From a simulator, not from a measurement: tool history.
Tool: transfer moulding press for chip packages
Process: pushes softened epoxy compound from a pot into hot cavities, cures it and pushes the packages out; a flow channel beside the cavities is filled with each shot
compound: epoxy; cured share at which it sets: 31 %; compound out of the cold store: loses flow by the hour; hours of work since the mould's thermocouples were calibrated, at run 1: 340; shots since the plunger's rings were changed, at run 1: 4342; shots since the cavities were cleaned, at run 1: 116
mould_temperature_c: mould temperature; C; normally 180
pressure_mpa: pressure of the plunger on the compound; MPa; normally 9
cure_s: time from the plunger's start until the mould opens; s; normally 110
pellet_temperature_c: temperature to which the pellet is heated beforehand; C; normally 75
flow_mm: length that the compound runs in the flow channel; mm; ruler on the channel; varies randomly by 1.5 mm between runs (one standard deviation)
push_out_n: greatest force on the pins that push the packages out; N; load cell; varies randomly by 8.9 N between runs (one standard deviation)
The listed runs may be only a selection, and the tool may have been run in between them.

run	hour	mould_temperature_c	pressure_mpa	cure_s	pellet_temperature_c	hours of work since the mould's thermocouples were calibrated	shots since the plunger's rings were changed	shots since the cavities were cleaned	incoming compound's hours out of the cold store	flow_mm	push_out_n
1	0	180	9	110	75	340	4342	116	20.4	683	484
# hour 23.6: plunger's sealing rings changed
2	30.8	180	9	110	75	353	60	354	32.1	656	667
# hour 62.3: cavities cleaned with cleaning compound and waxed
3	76.3	180	9	110	75	374	430	117	34.7	642	476
4	107.8	180	9	110	75	389	696	383	25	679	633
# hour 136.8: cavities cleaned with cleaning compound and waxed
5	151	180	9	110	75	409	1047	119	40.8	614	509
# hour 182.4: mould's thermocouples calibrated
6	205.1	180	9	110	75	11	1485	557	31.7	648	738
# hour 214.6: cavities cleaned with cleaning compound and waxed
7	249.7	180	9	110	75	31	1848	296	33.7	640	596
8	284.1	180	9	110	75	47	2138	586	21.8	684	741
# hour 291: cavities cleaned with cleaning compound and waxed
9	332.2	180	9	110	75	69	2530	347	44	595	649
# hour 365.5: cavities cleaned with cleaning compound and waxed
10	373	180	9	110	75	88	2861	63	31.2	644	469
11	402	180	9	110	75	101	3105	307	22	677	621
12	435.2	180	9	110	75	117	3384	586	29.1	648	736
# hour 441.2: cavities cleaned with cleaning compound and waxed
13	462.9	180	9	110	75	129	3604	182	41.4	601	541
14	504.8	177	8.02	91	75	149	3957	535	17	662	1129
# hour 518.2: cavities cleaned with cleaning compound and waxed
15	541.8	177	8.02	91	75	166	4256	199	10.3	690	889
# hour 576.1: plunger's sealing rings changed
16	576.1	183	7.26	113	76	181	0	467	14.1	657	672
# hour 594.1: cavities cleaned with cleaning compound and waxed
17	603.2	187	9	110	80	193	216	77	13	728	439
18	646.5	172	8.99	99	75	213	580	441	32.5	664	1155
# hour 672.1: cavities cleaned with cleaning compound and waxed
19	701.2	172	8.99	99	75	238	1027	245	17	729	1035
# hour 748.2: cavities cleaned with cleaning compound and waxed
20	750.3	172	8.99	131	75	261	1428	18	40.9	625	436
21	776	172	9	110	75	273	1645	235	12.5	747	859
22	802.1	172	9	110	75	285	1864	454	25.5	689	976
# hour 823.4: cavities cleaned with cleaning compound and waxed
23	843.1	172	7.49	141	83	304	2196	165	37.2	580	504

For run 24, what comes out?
24	889.8	175	9	92	80	326	2590	559	36.6	?	?

flow_mm: 632 mm
push_out_n: 1143 N
Were there no unlogged condition in the tool, this run, its random variation unchanged, would have produced flow_mm 649 mm, push_out_n 671 N.

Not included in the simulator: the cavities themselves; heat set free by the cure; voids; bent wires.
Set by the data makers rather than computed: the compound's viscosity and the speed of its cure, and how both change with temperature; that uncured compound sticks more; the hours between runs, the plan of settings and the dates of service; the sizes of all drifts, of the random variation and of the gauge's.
